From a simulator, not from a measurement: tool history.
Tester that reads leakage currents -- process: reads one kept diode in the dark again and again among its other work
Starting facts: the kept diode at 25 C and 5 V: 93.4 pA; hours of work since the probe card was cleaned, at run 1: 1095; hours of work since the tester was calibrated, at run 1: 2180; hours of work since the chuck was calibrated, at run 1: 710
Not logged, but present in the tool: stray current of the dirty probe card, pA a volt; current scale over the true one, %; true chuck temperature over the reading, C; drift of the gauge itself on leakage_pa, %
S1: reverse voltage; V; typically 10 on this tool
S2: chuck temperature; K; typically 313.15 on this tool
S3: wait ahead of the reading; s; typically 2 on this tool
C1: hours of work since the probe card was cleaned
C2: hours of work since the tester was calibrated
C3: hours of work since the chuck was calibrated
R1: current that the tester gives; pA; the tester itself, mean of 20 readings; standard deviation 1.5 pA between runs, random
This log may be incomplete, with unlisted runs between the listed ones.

run    hour   S1      S2    S3    C1    C2   C3       R1
  1       0   10  313.15     2  1095  2180  710   428.88
  2    84.1   10  313.15     2  1158  2242  773   421.51
  3   169.6   10  316.15     2  1221  2306  836   543.54
  4   225.6   10  316.15     2  1263  2348  878   540.27
      232.8  -- chuck's temperature calibrated
  5   272.8   10  316.15     2  1297  2381   30   643.61
  6   360.4   10  316.15     2  1362  2446   95   634.04
  7   401.9   10  316.15     2  1393  2477  126   632.08
  8   469.8   10  316.15     2  1443  2528  176   626.56
  9   531.6   10  313.15     2  1489  2574  222   478.72
 10   592.5   10  295.15     2  1534  2619  267    93.31
      599.2  -- probe card cleaned and baked
 11     647   10  313.15  0.35    36  2657  306   471.66
 12   735.4   10  313.15  0.35   101  2723  372    466.7
 13   811.2   10  313.15  0.35   158  2779  428   463.58
 14     855   10  313.15  0.35   190  2812  460   462.73
      872.5  -- probe card cleaned and baked, once more
 15     929   10  313.15  0.35    42  2865  513   448.63
 16   986.1  2.1  296.15  0.35    84  2907  556    47.51
 17    1066  8.6  296.15  3.23   144  2967  615    84.52
 18  1125.1  2.4  331.15  0.57   188  3011  659  1085.77
 19  1177.7  2.4  331.15  0.57   227  3050  698  1078.54
 20  1230.8  2.5  313.15  2.83   266  3089  738   239.57
 21  1323.5  2.5  313.15  2.83   335  3158  807   236.83
 22  1401.8  2.5  313.15  2.83   394  3216  865   235.31
     1424.3  -- chuck's temperature calibrated
 23    1452  8.4  324.15  2.83   429  3252   21  1162.32
 24  1499.4  9.4  308.15  2.83   465  3287   56   305.35
 25  1567.6  9.4  308.15  2.83   515  3338  107   302.49

What if the next run were any one of these 5? Each begins from the tool's condition after run 25:
  A  1625.8     4  312.15   3.4  559  3381  150   ?
  B  1625.8  16.9  308.15  2.83  559  3381  150   ?
  C  1625.8   9.7  305.15  9.09  559  3381  150   ?
  D  1625.8   2.1  301.15  5.02  559  3381  150   ?
  E  1625.8   1.9  308.15  2.83  559  3381  150   ?

run      R1
  A  297.78
  B  383.79
  C  229.68
  D   83.71
  E  152.89
Without the tool's unlogged condition, the same runs would have read:
run      R1
  A  310.16
  B  397.44
  C  238.09
  D   87.14
  E  159.39
